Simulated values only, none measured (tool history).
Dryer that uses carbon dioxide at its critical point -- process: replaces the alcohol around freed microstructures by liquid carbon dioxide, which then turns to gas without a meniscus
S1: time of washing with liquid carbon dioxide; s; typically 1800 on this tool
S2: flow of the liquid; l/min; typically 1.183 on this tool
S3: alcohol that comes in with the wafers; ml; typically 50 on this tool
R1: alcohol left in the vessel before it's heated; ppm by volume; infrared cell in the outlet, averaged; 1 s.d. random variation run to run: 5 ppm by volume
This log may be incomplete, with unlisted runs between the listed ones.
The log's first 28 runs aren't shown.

run	hour	S1	S2	S3	R1
29	801.6	1920	1.560	82	105
30	836.0	2100	0.750	40	139
31	857.4	1920	0.800	42	150
32	894.7	2220	0.730	21	120
# hour 904.1: purifier's bed changed
33	920.5	2520	1.160	50	0
34	949.7	2280	1.310	50	11
35	970.7	2280	1.310	50	14
36	1000.7	1800	1.230	50	15
37	1039.0	2220	1.960	86	11
38	1064.8	2460	1.910	106	19
39	1095.3	1140	1.910	106	21
40	1127.6	1140	1.910	106	29
41	1163.9	1920	1.183	51	22
42	1180.1	1800	1.360	50	15
43	1199.6	2580	1.450	50	20
44	1238.4	1320	1.310	71	67
45	1271.0	1320	1.310	71	71
# hour 1293.0: inlet filter changed
46	1299.5	1140	1.183	101	181

Predict each of these 5 candidate next runs independently; none follows another, all start after run 46:
A	1327.1	1800	1.183	38	?
B	1327.1	1800	0.790	50	?
C	1327.1	1620	0.950	81	?
D	1327.1	1320	1.183	50	?
E	1327.1	1500	0.920	65	?

run	R1
A	37
B	81
C	85
D	65
E	134
The same runs, with their run-to-run variation unchanged, on a tool lacking any hidden condition would have given:
run	R1
A	12
B	55
C	58
D	39
E	107
